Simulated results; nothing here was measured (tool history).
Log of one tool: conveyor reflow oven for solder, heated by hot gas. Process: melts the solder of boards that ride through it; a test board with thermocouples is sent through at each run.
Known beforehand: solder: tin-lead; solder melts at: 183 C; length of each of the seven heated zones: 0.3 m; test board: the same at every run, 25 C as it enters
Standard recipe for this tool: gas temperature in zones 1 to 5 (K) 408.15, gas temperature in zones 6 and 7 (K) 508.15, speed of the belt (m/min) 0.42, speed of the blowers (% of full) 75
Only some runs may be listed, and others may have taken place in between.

run	hour	gas temperature in zones 1 to 5 (K)	gas temperature in zones 6 and 7 (K)	speed of the belt (m/min)	speed of the blowers (% of full)	highest temperature of the board (K)	time above the solder's melting point (s)
1	0	408.15	508.15	0.42	75	489.75	62.1
2	73.5	408.15	499.15	0.42	75	481.45	54.7
3	134.4	408.15	499.15	0.42	75	480.55	54.7
4	216.9	408.15	508.15	0.42	75	488.75	61.3
5	300.8	408.15	508.15	0.42	75	488.35	61.5
6	355.2	408.15	508.15	0.443	75	488.05	58.2
7	408.5	408.15	508.15	0.42	75	489.55	63.4
8	462.8	408.15	513.15	0.42	75	494.05	66.1
9	518.9	408.15	513.15	0.42	75	493.65	66.4
10	593.1	408.15	513.15	0.42	75	492.65	65.8
11	634	408.15	513.15	0.42	75	492.05	66.2
12	691.5	408.15	513.15	0.42	75	493.55	65.7
13	750.2	408.15	513.15	0.42	75	492.35	65.1
14	800.8	417.15	508.15	0.42	75	489.25	66.6
15	865.7	417.15	508.15	0.42	52	486.45	63.3
16	918.6	417.15	508.15	0.42	52	486.45	64.7
17	965.7	397.15	501.15	0.349	69	485.95	68.3
18	1038	397.15	501.15	0.349	69	484.15	68.7
19	1118.7	400.15	511.15	0.342	71	494.65	81.6
20	1177.3	396.15	508.15	0.42	75	489.95	60
21	1228.3	418.15	507.15	0.42	75	490.55	69
22	1271.6	418.15	507.15	0.42	75	492.35	68.4
23	1307.3	418.15	507.15	0.42	75	491.95	67.2
24	1351.2	418.15	507.15	0.42	75	491.15	69.6
25	1401.8	418.15	518.15	0.376	88	507.35	88.5
26	1461.4	408.15	508.15	0.464	54	484.05	52.6
27	1538.9	421.15	521.15	0.374	68	506.95	89.7
28	1589	412.15	502.15	0.47	72	481.95	49.4
29	1653.6	412.15	502.15	0.47	73	482.45	49.1
30	1697	396.15	508.15	0.42	75	488.15	56.6

Put back what was entered between runs (5 entries, withheld): which listed runs does each sit between, and how does the hidden state differ from the listed run before to the listed run after?
After run 5, before run 6: flux residue cleaned out of gas plates and filters (hour 355.2)
  heat that the gas passes to the board, % of a clean oven's: 91.5 -> 100; belt's true speed, % of the reading: 99.35 -> 99.32; true gas temperature in zones 6 and 7 over the reading, C: -3.71 -> -3.8
  measured result minus the result with no hidden state, highest temperature of the board (K): -5.3 -> -3.1; time above the solder's melting point (s): -4.4 -> -2
After run 14, before run 15: flux residue cleaned out of gas plates and filters (hour 864.7)
  heat that the gas passes to the board, % of a clean oven's: 92.9 -> 99.7; belt's true speed, % of the reading: 99.05 -> 99.02; true gas temperature in zones 6 and 7 over the reading, C: -4.58 -> -4.69
  measured result minus the result with no hidden state, highest temperature of the board (K): -5.4 -> -3.7; time above the solder's melting point (s): -3.8 -> -2.6
After run 19, before run 20: thermocouples of zones 6 and 7 changed (hour 1131.2)
  heat that the gas passes to the board, % of a clean oven's: 95.8 -> 94.9; belt's true speed, % of the reading: 98.86 -> 98.83; true gas temperature in zones 6 and 7 over the reading, C: -5.13 -> -0.86
  measured result minus the result with no hidden state, highest temperature of the board (K): -5.3 -> -1.8; time above the solder's melting point (s): -3.5 -> -1.1
After run 24, before run 25: flux residue cleaned out of gas plates and filters (hour 1374)
  heat that the gas passes to the board, % of a clean oven's: 92.3 -> 99.4; belt's true speed, % of the reading: 98.72 -> 98.69; true gas temperature in zones 6 and 7 over the reading, C: -1.2 -> -1.28
  measured result minus the result with no hidden state, highest temperature of the board (K): -2.5 -> -1; time above the solder's melting point (s): -1.3 -> +0.7
After run 26, before run 27: belt drive overhauled, speed set with a stopwatch (hour 1534.5)
  heat that the gas passes to the board, % of a clean oven's: 98.4 -> 97.2; belt's true speed, % of the reading: 98.66 -> 100.06; true gas temperature in zones 6 and 7 over the reading, C: -1.39 -> -1.52
  measured result minus the result with no hidden state, highest temperature of the board (K): -1.1 -> -2; time above the solder's melting point (s): -0.2 -> -1.1
